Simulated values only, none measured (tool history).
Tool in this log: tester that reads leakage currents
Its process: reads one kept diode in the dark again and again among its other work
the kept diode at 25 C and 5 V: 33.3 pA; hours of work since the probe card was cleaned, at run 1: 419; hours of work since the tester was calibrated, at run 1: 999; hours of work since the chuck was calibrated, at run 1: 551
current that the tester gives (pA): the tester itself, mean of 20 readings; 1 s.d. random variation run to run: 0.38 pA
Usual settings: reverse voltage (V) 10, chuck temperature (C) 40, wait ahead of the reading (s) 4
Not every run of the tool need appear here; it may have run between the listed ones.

run,day,reverse voltage (V),chuck temperature (C),wait ahead of the reading (s),hours of work since the probe card was cleaned,hours of work since the tester was calibrated,hours of work since the chuck was calibrated,current that the tester gives (pA)
1,0,10,40,4,419,999,551,133.7
2,1.217,10,40,4,442,1022,574,134.45
3,2.233,10,40,4,461,1041,593,135.14
4,2.842,10,40,4,473,1052,605,135.65
5,3.733,10,40,4,490,1069,621,134.95
6,4.329,10,40,4,501,1080,633,135.78
7,5.408,10,40,4,521,1101,653,136.36
8,6.167,4.1,40,4,536,1115,667,100.41
# day 6.825: chuck's temperature calibrated
9,6.829,4.1,40,4,547,1126,0,95.37
10,7.496,4.1,40,4,559,1139,13,95.91
11,8.871,4.1,40,4,585,1165,39,95.83
12,10.179,4.7,24,4,610,1189,63,33.09
13,11.212,2.9,20,2.42,630,1209,83,21.01
14,12.012,2.9,20,2.42,645,1224,98,20.99
15,13.358,1.5,40,5.74,670,1250,124,68.59
16,13.929,2.5,22,5.74,681,1260,134,22.88
17,14.771,14.2,22,0.33,697,1276,150,59.82
18,16.062,14.9,33,3.22,721,1301,175,96.9
19,17.171,1.7,40,4,742,1322,196,72.06
20,18.188,17.1,58,0.51,761,1341,215,511.2
21,19.275,10,23,0.39,782,1361,235,51.11

What if the next run were any one of these 4? Each begins from the tool's condition after run 21:
A,20.142,15.7,23,0.39,798,1378,252,?
B,20.142,10,23,0.39,798,1378,252,?
C,20.142,5.8,41,4.78,798,1378,252,?
D,20.142,10,43,0.39,798,1378,252,?

run,current that the tester gives (pA)
A,65.71
B,51.51
C,117.45
D,171.1
The same runs, with their run-to-run variation unchanged, on a tool lacking any hidden condition would have given:
run,current that the tester gives (pA)
A,54.78
B,44.44
C,112.54
D,162.99
